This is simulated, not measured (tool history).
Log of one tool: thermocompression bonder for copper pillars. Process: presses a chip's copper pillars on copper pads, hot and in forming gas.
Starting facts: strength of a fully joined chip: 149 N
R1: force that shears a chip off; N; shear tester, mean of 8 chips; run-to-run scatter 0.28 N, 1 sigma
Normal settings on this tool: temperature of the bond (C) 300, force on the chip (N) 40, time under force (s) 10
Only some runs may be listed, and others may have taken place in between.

{"run": 1, "hour": 0.0, "temperature of the bond (C)": 300, "force on the chip (N)": 40, "time under force (s)": 10, "R1": 94.2}
{"run": 2, "hour": 52.2, "temperature of the bond (C)": 300, "force on the chip (N)": 40, "time under force (s)": 10, "R1": 93.0}
{"run": 3, "hour": 88.4, "temperature of the bond (C)": 300, "force on the chip (N)": 40, "time under force (s)": 10, "R1": 91.0}
{"hour": 132.9, "done": "forming gas filter changed"}
{"run": 4, "hour": 152.4, "temperature of the bond (C)": 300, "force on the chip (N)": 40, "time under force (s)": 10, "R1": 96.8}
{"hour": 203.1, "done": "heater calibrated with a thermocouple chip"}
{"run": 5, "hour": 216.0, "temperature of the bond (C)": 300, "force on the chip (N)": 40, "time under force (s)": 10, "R1": 90.6}
{"run": 6, "hour": 267.2, "temperature of the bond (C)": 300, "force on the chip (N)": 40, "time under force (s)": 9, "R1": 86.0}
{"hour": 317.7, "done": "forming gas filter changed"}
{"run": 7, "hour": 322.9, "temperature of the bond (C)": 300, "force on the chip (N)": 40, "time under force (s)": 10, "R1": 94.0}
{"run": 8, "hour": 367.0, "temperature of the bond (C)": 300, "force on the chip (N)": 40, "time under force (s)": 10, "R1": 91.9}
{"run": 9, "hour": 403.3, "temperature of the bond (C)": 300, "force on the chip (N)": 40, "time under force (s)": 10, "R1": 91.1}
{"run": 10, "hour": 445.4, "temperature of the bond (C)": 300, "force on the chip (N)": 40, "time under force (s)": 10, "R1": 90.5}
{"run": 11, "hour": 472.4, "temperature of the bond (C)": 300, "force on the chip (N)": 40, "time under force (s)": 10, "R1": 89.8}
{"hour": 501.3, "done": "forming gas filter changed"}
{"run": 12, "hour": 504.5, "temperature of the bond (C)": 300, "force on the chip (N)": 40, "time under force (s)": 10, "R1": 94.8}
{"run": 13, "hour": 546.7, "temperature of the bond (C)": 300, "force on the chip (N)": 40, "time under force (s)": 10, "R1": 93.8}
{"run": 14, "hour": 586.4, "temperature of the bond (C)": 300, "force on the chip (N)": 40, "time under force (s)": 7, "R1": 83.0}
{"run": 15, "hour": 639.3, "temperature of the bond (C)": 300, "force on the chip (N)": 40, "time under force (s)": 7, "R1": 81.9}
{"run": 16, "hour": 680.4, "temperature of the bond (C)": 300, "force on the chip (N)": 40, "time under force (s)": 7, "R1": 81.1}
{"hour": 684.9, "done": "forming gas filter changed"}
{"run": 17, "hour": 719.9, "temperature of the bond (C)": 293, "force on the chip (N)": 40, "time under force (s)": 10, "R1": 88.8}
{"hour": 727.4, "done": "force cell calibrated"}
{"run": 18, "hour": 762.3, "temperature of the bond (C)": 293, "force on the chip (N)": 40, "time under force (s)": 10, "R1": 84.8}
{"run": 19, "hour": 811.1, "temperature of the bond (C)": 293, "force on the chip (N)": 40, "time under force (s)": 10, "R1": 83.6}
{"run": 20, "hour": 861.6, "temperature of the bond (C)": 294, "force on the chip (N)": 31, "time under force (s)": 6, "R1": 61.8}
{"hour": 873.1, "done": "forming gas filter changed"}
{"run": 21, "hour": 917.6, "temperature of the bond (C)": 294, "force on the chip (N)": 52, "time under force (s)": 18, "R1": 113.0}
{"run": 22, "hour": 979.9, "temperature of the bond (C)": 311, "force on the chip (N)": 39, "time under force (s)": 8, "R1": 93.7}
{"run": 23, "hour": 1040.9, "temperature of the bond (C)": 273, "force on the chip (N)": 39, "time under force (s)": 18, "R1": 79.5}
{"hour": 1057.2, "done": "forming gas filter changed"}
{"run": 24, "hour": 1088.3, "temperature of the bond (C)": 328, "force on the chip (N)": 27, "time under force (s)": 13, "R1": 109.4}
{"run": 25, "hour": 1117.0, "temperature of the bond (C)": 297, "force on the chip (N)": 27, "time under force (s)": 28, "R1": 103.6}
{"run": 26, "hour": 1147.0, "temperature of the bond (C)": 296, "force on the chip (N)": 33, "time under force (s)": 10, "R1": 82.2}
{"run": 27, "hour": 1177.6, "temperature of the bond (C)": 289, "force on the chip (N)": 50, "time under force (s)": 6, "R1": 77.8}
{"run": 28, "hour": 1210.4, "temperature of the bond (C)": 296, "force on the chip (N)": 36, "time under force (s)": 19, "R1": 99.5}
{"hour": 1236.5, "done": "heater calibrated with a thermocouple chip"}
{"hour": 1242.0, "done": "forming gas filter changed"}
{"run": 29, "hour": 1242.0, "temperature of the bond (C)": 326, "force on the chip (N)": 38, "time under force (s)": 10, "R1": 111.0}
{"run": 30, "hour": 1270.0, "temperature of the bond (C)": 281, "force on the chip (N)": 31, "time under force (s)": 10, "R1": 62.8}
{"run": 31, "hour": 1335.9, "temperature of the bond (C)": 302, "force on the chip (N)": 58, "time under force (s)": 27, "R1": 125.8}
{"run": 32, "hour": 1379.3, "temperature of the bond (C)": 274, "force on the chip (N)": 40, "time under force (s)": 27, "R1": 89.4}
{"run": 33, "hour": 1411.0, "temperature of the bond (C)": 284, "force on the chip (N)": 40, "time under force (s)": 6, "R1": 60.1}
{"hour": 1425.1, "done": "forming gas filter changed"}
{"run": 34, "hour": 1453.4, "temperature of the bond (C)": 284, "force on the chip (N)": 40, "time under force (s)": 6, "R1": 63.9}
{"run": 35, "hour": 1498.3, "temperature of the bond (C)": 314, "force on the chip (N)": 35, "time under force (s)": 6, "R1": 83.2}
{"run": 36, "hour": 1534.1, "temperature of the bond (C)": 298, "force on the chip (N)": 44, "time under force (s)": 11, "R1": 93.6}
{"run": 37, "hour": 1579.9, "temperature of the bond (C)": 282, "force on the chip (N)": 29, "time under force (s)": 11, "R1": 62.8}

5 options for the next run, each taken on its own from the tool as it stands now. Forecast them:
{"hour": 1611.1, "done": "forming gas filter changed"}
{"run": "A", "hour": 1616.6, "temperature of the bond (C)": 274, "force on the chip (N)": 29, "time under force (s)": 11, "R1": "?"}
{"hour": 1611.1, "done": "forming gas filter changed"}
{"run": "B", "hour": 1616.6, "temperature of the bond (C)": 294, "force on the chip (N)": 29, "time under force (s)": 11, "R1": "?"}
{"hour": 1611.1, "done": "forming gas filter changed"}
{"run": "C", "hour": 1616.6, "temperature of the bond (C)": 317, "force on the chip (N)": 29, "time under force (s)": 6, "R1": "?"}
{"hour": 1611.1, "done": "forming gas filter changed"}
{"run": "D", "hour": 1616.6, "temperature of the bond (C)": 328, "force on the chip (N)": 50, "time under force (s)": 7, "R1": "?"}
{"hour": 1611.1, "done": "forming gas filter changed"}
{"run": "E", "hour": 1616.6, "temperature of the bond (C)": 282, "force on the chip (N)": 29, "time under force (s)": 14, "R1": "?"}

run=A R1=60.3
run=B R1=77.6
run=C R1=81.3
run=D R1=115.3
run=E R1=72.9
With no hidden state in the tool, these same runs would have given:
run=A R1=57.3
run=B R1=74.4
run=C R1=78.2
run=D R1=112.5
run=E R1=69.7

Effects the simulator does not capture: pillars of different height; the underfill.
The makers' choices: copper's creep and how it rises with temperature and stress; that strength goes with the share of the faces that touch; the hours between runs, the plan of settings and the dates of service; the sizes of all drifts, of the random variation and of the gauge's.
